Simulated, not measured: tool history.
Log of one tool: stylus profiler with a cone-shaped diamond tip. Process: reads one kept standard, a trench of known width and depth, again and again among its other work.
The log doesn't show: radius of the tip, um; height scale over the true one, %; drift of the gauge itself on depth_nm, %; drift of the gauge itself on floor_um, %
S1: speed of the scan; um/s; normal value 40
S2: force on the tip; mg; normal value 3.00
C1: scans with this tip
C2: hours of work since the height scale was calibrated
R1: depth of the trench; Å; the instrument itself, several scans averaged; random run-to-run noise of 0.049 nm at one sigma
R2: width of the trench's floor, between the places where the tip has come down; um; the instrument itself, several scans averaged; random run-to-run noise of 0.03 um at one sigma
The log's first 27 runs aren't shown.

run 28 day=112.921 | S1=53 S2=2.50 | C1=9398 C2=417 | R1=2030.7 R2=47.66
run 29 day=117.879 | S1=22 S2=2.81 | C1=9702 C2=472 | R1=2032.7 R2=47.84
run 30 day=122.638 | S1=22 S2=2.81 | C1=9993 C2=525 | R1=2032.5 R2=47.78
run 31 day=127.788 | S1=100 S2=4.90 | C1=10309 C2=582 | R1=2048.4 R2=47.48
run 32 day=133.367 | S1=152 S2=3.00 | C1=10651 C2=644 | R1=2034.3 R2=47.08
run 33 day=139.250 | S1=152 S2=8.17 | C1=11012 C2=709 | R1=2067.7 R2=47.39
run 34 day=141.646 | S1=152 S2=8.17 | C1=11159 C2=736 | R1=2067.5 R2=47.39
run 35 day=144.704 | S1=10 S2=1.16 | C1=11347 C2=770 | R1=2017.4 R2=47.81
run 36 day=149.192 | S1=117 S2=1.95 | C1=11622 C2=819 | R1=2024.8 R2=47.14
run 37 day=153.154 | S1=117 S2=1.95 | C1=11865 C2=863 | R1=2024.6 R2=47.09
run 38 day=158.333 | S1=117 S2=1.95 | C1=12182 C2=921 | R1=2024.0 R2=47.09
run 39 day=162.358 | S1=40 S2=3.42 | C1=12429 C2=965 | R1=2036.1 R2=47.65
run 40 day=165.412 | S1=21 S2=6.25 | C1=12616 C2=999 | R1=2054.7 R2=47.75
run 41 day=171.008 | S1=16 S2=1.02 | C1=12959 C2=1061 | R1=2014.0 R2=47.67
run 42 day=174.250 | S1=20 S2=1.09 | C1=13158 C2=1097 | R1=2015.1 R2=47.65
run 43 day=179.812 | S1=20 S2=1.09 | C1=13499 C2=1159 | R1=2014.7 R2=47.68
run 44 day=183.283 | S1=20 S2=1.09 | C1=13712 C2=1197 | R1=2014.5 R2=47.64
run 45 day=186.338 | S1=54 S2=6.68 | C1=13899 C2=1231 | R1=2056.9 R2=47.60
run 46 day=190.267 | S1=37 S2=2.57 | C1=14140 C2=1275 | R1=2029.0 R2=47.62
run 47 day=193.504 | S1=37 S2=2.57 | C1=14339 C2=1310 | R1=2028.8 R2=47.60

Each row is a separate what-if for the run after 47, all from the same tool condition, not one after another. Results?
run A day=195.875 | S1=105 S2=2.57 | C1=14484 C2=1337 | R1=? R2=?
run B day=195.875 | S1=37 S2=3.20 | C1=14484 C2=1337 | R1=? R2=?
run C day=195.875 | S1=47 S2=1.94 | C1=14484 C2=1337 | R1=? R2=?

run=A R1=2028.2 R2=47.16
run=B R1=2033.1 R2=47.55
run=C R1=2022.9 R2=47.45
Without the tool's unlogged condition, the same runs would have read:
run=A R1=2031.8 R2=47.63
run=B R1=2036.7 R2=48.01
run=C R1=2026.5 R2=47.92

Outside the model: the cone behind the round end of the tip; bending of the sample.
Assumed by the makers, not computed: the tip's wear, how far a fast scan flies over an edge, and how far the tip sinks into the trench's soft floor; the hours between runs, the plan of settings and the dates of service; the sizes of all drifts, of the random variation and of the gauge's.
